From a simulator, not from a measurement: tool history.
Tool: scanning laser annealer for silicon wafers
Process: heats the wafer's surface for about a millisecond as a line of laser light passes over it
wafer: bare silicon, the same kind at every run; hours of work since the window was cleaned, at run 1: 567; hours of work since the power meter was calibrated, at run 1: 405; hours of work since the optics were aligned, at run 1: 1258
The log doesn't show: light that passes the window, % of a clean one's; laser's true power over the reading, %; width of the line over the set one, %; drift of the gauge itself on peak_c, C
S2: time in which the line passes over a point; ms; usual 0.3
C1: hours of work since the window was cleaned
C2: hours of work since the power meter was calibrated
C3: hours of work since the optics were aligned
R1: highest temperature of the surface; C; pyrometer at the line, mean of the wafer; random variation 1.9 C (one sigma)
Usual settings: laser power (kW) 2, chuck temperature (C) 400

{"run": 1, "hour": 0.0, "laser power (kW)": 2, "S2": 0.3, "chuck temperature (C)": 400, "C1": 567, "C2": 405, "C3": 1258, "R1": 1229}
{"run": 2, "hour": 11.6, "laser power (kW)": 2, "S2": 0.343, "chuck temperature (C)": 400, "C1": 576, "C2": 414, "C3": 1267, "R1": 1291}
{"run": 3, "hour": 27.4, "laser power (kW)": 2, "S2": 0.343, "chuck temperature (C)": 400, "C1": 588, "C2": 426, "C3": 1279, "R1": 1292}
{"run": 4, "hour": 35.3, "laser power (kW)": 2.17, "S2": 0.3, "chuck temperature (C)": 400, "C1": 594, "C2": 432, "C3": 1285, "R1": 1312}
{"run": 5, "hour": 48.2, "laser power (kW)": 1.878, "S2": 0.3, "chuck temperature (C)": 400, "C1": 604, "C2": 442, "C3": 1295, "R1": 1170}
{"hour": 55.0, "done": "window over the wafer cleaned"}
{"run": 6, "hour": 64.7, "laser power (kW)": 2.036, "S2": 0.3, "chuck temperature (C)": 400, "C1": 7, "C2": 453, "C3": 1306, "R1": 1247}
{"run": 7, "hour": 73.4, "laser power (kW)": 2, "S2": 0.3, "chuck temperature (C)": 400, "C1": 14, "C2": 460, "C3": 1313, "R1": 1230}
{"run": 8, "hour": 90.3, "laser power (kW)": 2, "S2": 0.3, "chuck temperature (C)": 400, "C1": 27, "C2": 473, "C3": 1326, "R1": 1228}
{"run": 9, "hour": 103.6, "laser power (kW)": 2, "S2": 0.3, "chuck temperature (C)": 400, "C1": 37, "C2": 483, "C3": 1336, "R1": 1232}
{"run": 10, "hour": 112.6, "laser power (kW)": 1.907, "S2": 0.346, "chuck temperature (C)": 366, "C1": 44, "C2": 490, "C3": 1343, "R1": 1212}
{"run": 11, "hour": 129.6, "laser power (kW)": 1.82, "S2": 0.3, "chuck temperature (C)": 378, "C1": 57, "C2": 503, "C3": 1356, "R1": 1124}

Forecast run 12:
{"run": 12, "hour": 140.7, "laser power (kW)": 1.82, "S2": 0.3, "chuck temperature (C)": 378, "C1": 66, "C2": 512, "C3": 1364, "R1": "?"}

{"run 12": {"R1": 1121}}
Without the tool's hidden state the same run would have given R1 1122 C.
